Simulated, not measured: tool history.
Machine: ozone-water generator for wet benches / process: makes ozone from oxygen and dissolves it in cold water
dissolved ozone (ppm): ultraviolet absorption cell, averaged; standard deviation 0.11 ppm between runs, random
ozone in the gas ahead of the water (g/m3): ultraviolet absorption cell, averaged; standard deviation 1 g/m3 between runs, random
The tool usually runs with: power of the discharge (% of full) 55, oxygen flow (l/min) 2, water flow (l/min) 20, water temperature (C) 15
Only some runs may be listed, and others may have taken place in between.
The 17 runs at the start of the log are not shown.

| run | hour | power of the discharge (% of full) | oxygen flow (l/min) | water flow (l/min) | water temperature (C) | hours of work since the electrodes were changed | hours of work since the contactor was cleaned | hours of work since the thermometer was calibrated | dissolved ozone (ppm) | ozone in the gas ahead of the water (g/m3) |
|---|---|---|---|---|---|---|---|---|---|---|
|  | 875.6 | contactor cleaned |
| 18 | 934.1 | 55 | 2 | 12 | 10 | 3038 | 52 | 3332 | 14 | 169.1 |
| 19 | 969.1 | 100 | 3.33 | 12 | 13 | 3070 | 83 | 3363 | 19 | 174.2 |
|  | 1031.2 | contactor cleaned, once more |
| 20 | 1032.6 | 100 | 2.55 | 12 | 13 | 3122 | 1 | 3416 | 19.8 | 208.6 |
| 21 | 1090 | 80 | 1.42 | 22 | 13 | 3174 | 52 | 3467 | 9.3 | 264 |
| 22 | 1161.3 | 92 | 2.51 | 14 | 21 | 3237 | 116 | 3531 | 15.3 | 199 |
| 23 | 1227 | 92 | 2.51 | 14 | 21 | 3295 | 174 | 3589 | 15.3 | 198.1 |
| 24 | 1296 | 92 | 2.51 | 14 | 21 | 3357 | 235 | 3650 | 14.9 | 197.5 |
| 25 | 1363.3 | 92 | 2.51 | 14 | 21 | 3416 | 295 | 3710 | 15 | 196.5 |
| 26 | 1432.9 | 92 | 2.51 | 14 | 21 | 3478 | 357 | 3772 | 15 | 195 |
| 27 | 1478.3 | 92 | 2.51 | 13 | 23 | 3519 | 397 | 3812 | 15.5 | 195.6 |
| 28 | 1534.9 | 44 | 2.51 | 13 | 9 | 3569 | 448 | 3863 | 11.7 | 124.7 |
| 29 | 1603.7 | 74 | 1.23 | 30 | 16 | 3630 | 509 | 3924 | 6 | 272.5 |
| 30 | 1644.6 | 55 | 1.58 | 31 | 20 | 3667 | 545 | 3960 | 4.9 | 192.1 |
| 31 | 1725.6 | 55 | 1.58 | 31 | 20 | 3739 | 617 | 4032 | 4.8 | 192.6 |
| 32 | 1786.4 | 57 | 2 | 20 | 7 | 3793 | 671 | 4086 | 8.9 | 167.5 |

Each row is a separate what-if for the run after 32, all from the same tool condition, not one after another. Results?
| A | 1836.6 | 55 | 2 | 16 | 19 | 3837 | 716 | 4131 | ? | ? |
| B | 1836.6 | 48 | 3.12 | 20 | 12 | 3837 | 716 | 4131 | ? | ? |
| C | 1836.6 | 83 | 2 | 20 | 14 | 3837 | 716 | 4131 | ? | ? |
| D | 1836.6 | 87 | 2 | 20 | 7 | 3837 | 716 | 4131 | ? | ? |
| E | 1836.6 | 55 | 2 | 20 | 8 | 3837 | 716 | 4131 | ? | ? |

| run | dissolved ozone (ppm) | ozone in the gas ahead of the water (g/m3) |
|---|---|---|
| A | 9.9 | 165.5 |
| B | 8 | 114.3 |
| C | 10.7 | 210.8 |
| D | 11.6 | 216.5 |
| E | 8.6 | 163.5 |
What these runs would have given with no unlogged condition in the tool:
| run | dissolved ozone (ppm) | ozone in the gas ahead of the water (g/m3) |
|---|---|---|
| A | 10.9 | 181.1 |
| B | 8.7 | 124 |
| C | 12.1 | 237.1 |
| D | 13.1 | 244.3 |
| E | 9.5 | 178.9 |
